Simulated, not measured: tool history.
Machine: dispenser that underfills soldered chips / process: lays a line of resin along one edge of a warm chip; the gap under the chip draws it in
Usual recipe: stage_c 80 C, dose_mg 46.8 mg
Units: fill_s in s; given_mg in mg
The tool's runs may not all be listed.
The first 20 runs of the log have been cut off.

At day 8.175: dispensing valve cleaned and set on the balance.
At day 8.496: new syringe of resin.
Run 21, day 8.592: usual settings but stage_c 71 C, dose_mg 41.5 mg. Result: fill_s 195.4 s, given_mg 41.46 mg.
Run 22, day 8.912: usual settings but stage_c 71 C, dose_mg 41.5 mg. Result: fill_s 237.8 s, given_mg 41.29 mg.
At day 9.108: new syringe of resin.
Run 23, day 9.288: usual settings but stage_c 69 C, dose_mg 43 mg. Result: fill_s 214.5 s, given_mg 42.7 mg.
At day 9.708: new syringe of resin.
Run 24, day 9.854: usual settings but stage_c 90 C, dose_mg 40.3 mg. Result: fill_s 97 s, given_mg 39.88 mg.
Run 25, day 10.112: usual settings but stage_c 90 C, dose_mg 40.3 mg. Result: fill_s 111.7 s, given_mg 39.79 mg.
At day 10.308: new syringe of resin.
Run 26, day 10.667: usual settings but stage_c 71 C, dose_mg 57.9 mg. Result: fill_s 217 s, given_mg 56.63 mg.
At day 10.896: new syringe of resin.
Run 27, day 11.079: usual settings but stage_c 84 C, dose_mg 59 mg. Result: fill_s 113.2 s, given_mg 57.86 mg.
Run 28, day 11.462: usual settings but stage_c 84 C, dose_mg 59 mg. Result: fill_s 143.2 s, given_mg 57.55 mg.
At day 11.504: new syringe of resin.
Run 29, day 12.012: usual settings but stage_c 66 C, dose_mg 47.5 mg. Result: fill_s 289.7 s, given_mg 46.26 mg.
At day 12.1: new syringe of resin.
Run 30, day 12.558: usual settings but stage_c 85 C, dose_mg 45.5 mg. Result: fill_s 133 s, given_mg 43.77 mg.
At day 12.704: new syringe of resin.
Run 31, day 13.004: usual settings but stage_c 94 C, dose_mg 59 mg. Result: fill_s 84.5 s, given_mg 56.67 mg.
At day 13.292: new syringe of resin.
Run 32, day 13.425: usual settings but stage_c 72 C, dose_mg 52.1 mg. Result: fill_s 175.2 s, given_mg 49.83 mg.
Run 33, day 13.821: usual settings but stage_c 69 C, dose_mg 43 mg. Result: fill_s 264.4 s, given_mg 41.03 mg.
At day 13.908: new syringe of resin.
At day 14.196: dispensing valve cleaned and set on the balance.
Run 34, day 14.271: usual settings but stage_c 90 C, dose_mg 46.9 mg. Result: fill_s 100.7 s, given_mg 46.79 mg.

Predict each of these 4 candidate next runs independently; none follows another, all start after run 34:
At day 14.562: new syringe of resin.
Run A, day 14.812: usual settings but stage_c 87 C, dose_mg 52.9 mg. Result: fill_s ?, given_mg ?.
At day 14.562: new syringe of resin.
Run B, day 14.812: usual settings but stage_c 78 C, dose_mg 60.2 mg. Result: fill_s ?, given_mg ?.
At day 14.562: new syringe of resin.
Run C, day 14.812: usual settings but stage_c 74 C, dose_mg 49.1 mg. Result: fill_s ?, given_mg ?.
At day 14.562: new syringe of resin.
Run D, day 14.812: usual settings but stage_c 76 C, dose_mg 51.3 mg. Result: fill_s ?, given_mg ?.

run  fill_s  given_mg
  A   104.9     52.54
  B   142.3     60.16
  C   171.4     48.68
  D   157.2     50.85
With the hidden condition removed and each run's random variation left untouched, the same runs would have given:
run  fill_s  given_mg
  A   100.2     52.83
  B   136.6     60.49
  C   164.8     48.95
  D     151     51.13
